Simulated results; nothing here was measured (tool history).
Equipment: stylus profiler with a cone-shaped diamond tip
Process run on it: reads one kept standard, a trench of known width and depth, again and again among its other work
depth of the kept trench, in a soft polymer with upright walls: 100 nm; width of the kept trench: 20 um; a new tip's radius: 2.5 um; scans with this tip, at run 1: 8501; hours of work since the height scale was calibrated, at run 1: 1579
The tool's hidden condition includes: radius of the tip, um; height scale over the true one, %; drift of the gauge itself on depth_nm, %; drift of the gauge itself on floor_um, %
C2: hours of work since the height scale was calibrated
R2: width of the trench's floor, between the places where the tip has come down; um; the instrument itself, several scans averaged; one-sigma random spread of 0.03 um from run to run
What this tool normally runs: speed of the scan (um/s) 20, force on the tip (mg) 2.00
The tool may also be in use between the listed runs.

Run 1, day 0.000: usual settings; scans with this tip 8501; C2 1579. Result: depth of the trench (Å) 1005.5, R2 17.93 um.
Run 2, day 3.546: usual settings; scans with this tip 8725; C2 1621. Result: depth of the trench (Å) 1005.3, R2 17.94 um.
Run 3, day 8.158: usual settings but force on the tip (mg) 1.32; scans with this tip 9017; C2 1675. Result: depth of the trench (Å) 1003.3, R2 17.87 um.
Run 4, day 12.362: usual settings but force on the tip (mg) 1.32; scans with this tip 9283; C2 1724. Result: depth of the trench (Å) 1002.4, R2 17.87 um.
Run 5, day 14.758: usual settings but force on the tip (mg) 1.32; scans with this tip 9435; C2 1752. Result: depth of the trench (Å) 1002.1, R2 17.88 um.
Run 6, day 19.054: usual settings but speed of the scan (um/s) 23; scans with this tip 9706; C2 1803. Result: depth of the trench (Å) 1004.2, R2 17.87 um.
Run 7, day 21.750: usual settings but speed of the scan (um/s) 7; scans with this tip 9877; C2 1835. Result: depth of the trench (Å) 1003.7, R2 17.90 um.
Run 8, day 24.054: usual settings but speed of the scan (um/s) 7; scans with this tip 10022; C2 1862. Result: depth of the trench (Å) 1005.6, R2 17.96 um.
Run 9, day 27.408: usual settings but speed of the scan (um/s) 7; scans with this tip 10234; C2 1901. Result: depth of the trench (Å) 1004.9, R2 17.95 um.
Run 10, day 32.033: usual settings but speed of the scan (um/s) 7; scans with this tip 10527; C2 1955. Result: depth of the trench (Å) 1004.8, R2 17.89 um.
Run 11, day 34.288: usual settings but force on the tip (mg) 0.91; scans with this tip 10670; C2 1982. Result: depth of the trench (Å) 1001.0, R2 17.83 um.
Run 12, day 38.346: usual settings but force on the tip (mg) 0.91; scans with this tip 10926; C2 2029. Result: depth of the trench (Å) 1000.1, R2 17.73 um.
Run 13, day 40.575: usual settings but speed of the scan (um/s) 10, force on the tip (mg) 0.91; scans with this tip 11067; C2 2056. Result: depth of the trench (Å) 1000.5, R2 17.88 um.
At day 41.588: height scale calibrated on a step standard.
Run 14, day 44.762: usual settings but speed of the scan (um/s) 10, force on the tip (mg) 0.91; scans with this tip 11331; C2 37. Result: depth of the trench (Å) 998.3, R2 17.88 um.
Run 15, day 48.846: usual settings but speed of the scan (um/s) 10, force on the tip (mg) 0.91; scans with this tip 11589; C2 85. Result: depth of the trench (Å) 996.6, R2 17.84 um.
Run 16, day 50.908: usual settings but speed of the scan (um/s) 10, force on the tip (mg) 0.91; scans with this tip 11719; C2 109. Result: depth of the trench (Å) 997.0, R2 17.80 um.
Run 17, day 53.079: usual settings but speed of the scan (um/s) 10, force on the tip (mg) 0.91; scans with this tip 11856; C2 135. Result: depth of the trench (Å) 998.3, R2 17.78 um.
Run 18, day 56.317: usual settings; scans with this tip 12061; C2 173. Result: depth of the trench (Å) 1001.3, R2 17.75 um.
Run 19, day 60.479: usual settings but speed of the scan (um/s) 58; scans with this tip 12324; C2 222. Result: depth of the trench (Å) 1001.7, R2 17.60 um.
Run 20, day 63.575: usual settings but speed of the scan (um/s) 58; scans with this tip 12520; C2 258. Result: depth of the trench (Å) 1000.6, R2 17.57 um.
At day 65.512: height scale calibrated on a step standard, once more.
At day 66.425: new tip fitted, height scale calibrated.
Run 21, day 68.388: usual settings but speed of the scan (um/s) 58; scans with this tip 124; C2 23. Result: depth of the trench (Å) 1008.3, R2 18.37 um.
Run 22, day 70.842: usual settings but speed of the scan (um/s) 58; scans with this tip 279; C2 52. Result: depth of the trench (Å) 1008.8, R2 18.38 um.
Run 23, day 74.896: usual settings but speed of the scan (um/s) 58; scans with this tip 535; C2 99. Result: depth of the trench (Å) 1008.2, R2 18.35 um.
Run 24, day 79.092: usual settings but speed of the scan (um/s) 58; scans with this tip 801; C2 149. Result: depth of the trench (Å) 1008.6, R2 18.33 um.
Run 25, day 81.071: usual settings but speed of the scan (um/s) 48, force on the tip (mg) 1.07; scans with this tip 926; C2 172. Result: depth of the trench (Å) 1005.3, R2 18.23 um.
Run 26, day 83.462: usual settings but speed of the scan (um/s) 48, force on the tip (mg) 1.07; scans with this tip 1077; C2 200. Result: depth of the trench (Å) 1004.6, R2 18.26 um.
Run 27, day 86.304: usual settings but speed of the scan (um/s) 5, force on the tip (mg) 4.07; scans with this tip 1257; C2 233. Result: depth of the trench (Å) 1011.7, R2 18.54 um.
Run 28, day 89.338: usual settings but speed of the scan (um/s) 5, force on the tip (mg) 4.07; scans with this tip 1448; C2 269. Result: depth of the trench (Å) 1013.4, R2 18.46 um.

Forecast run 29:
Run 29, day 92.462: usual settings but speed of the scan (um/s) 10, force on the tip (mg) 0.98; scans with this tip 1646; C2 306. Result: depth of the trench (Å) ?, R2 ?.

Run 29 gave depth of the trench (Å) 1004.5, R2 18.41 um.
Take away the tool's hidden state, keep the run-to-run variation as it was, and the same run would have given depth of the trench (Å) 1005.9, R2 18.50 um.

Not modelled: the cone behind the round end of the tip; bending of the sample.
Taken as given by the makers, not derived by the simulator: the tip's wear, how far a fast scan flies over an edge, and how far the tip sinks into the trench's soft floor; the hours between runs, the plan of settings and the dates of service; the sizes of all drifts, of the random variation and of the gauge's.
